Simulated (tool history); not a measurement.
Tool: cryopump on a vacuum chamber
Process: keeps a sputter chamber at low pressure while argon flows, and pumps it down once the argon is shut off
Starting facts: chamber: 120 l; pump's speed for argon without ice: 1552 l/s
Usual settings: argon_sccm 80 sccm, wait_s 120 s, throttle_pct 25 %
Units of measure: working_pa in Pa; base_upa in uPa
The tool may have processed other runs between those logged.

run	day	argon_sccm	wait_s	throttle_pct	working_pa	base_upa
1	0.000	80	120	25	0.3532	1.21
2	2.654	80	120	60	0.1500	1.21
3	5.521	80	120	25	0.3512	1.25
4	8.512	80	120	25	0.3536	1.28
5	10.154	80	32	25	0.3533	2.88
6	13.038	80	120	17	0.5180	1.27
7	15.988	80	120	25	0.3568	1.28
8	18.142	80	120	25	0.3589	1.38
9	21.258	80	155	25	0.3578	1.30
10	24.733	80	155	25	0.3594	1.25
11	27.604	80	135	25	0.3596	1.32
12	29.529	80	135	25	0.3634	1.34
13	32.250	80	135	25	0.3647	1.39
14	34.100	120	39	20	0.6803	2.65
15	36.300	80	32	16	0.5630	3.08
# day 37.804: pump warmed up, emptied and cooled again
16	38.608	80	32	16	0.5439	2.99
17	40.708	80	32	16	0.5479	2.93
18	42.638	68	261	22	0.3405	1.14
19	44.129	80	21	32	0.2753	4.24
20	46.346	80	21	32	0.2775	4.14
21	48.833	81	59	32	0.2824	2.09
22	51.171	91	177	16	0.6289	1.31
23	54.483	91	177	16	0.6295	1.37

What will run 24 give?
24	58.004	40	177	16	?	?

Run 24 yielded working_pa 0.2772 Pa, base_upa 1.36 uPa.
Were there no unlogged condition in the tool, this run, its random variation unchanged, would have produced working_pa 0.2717 Pa, base_upa 0.57 uPa.
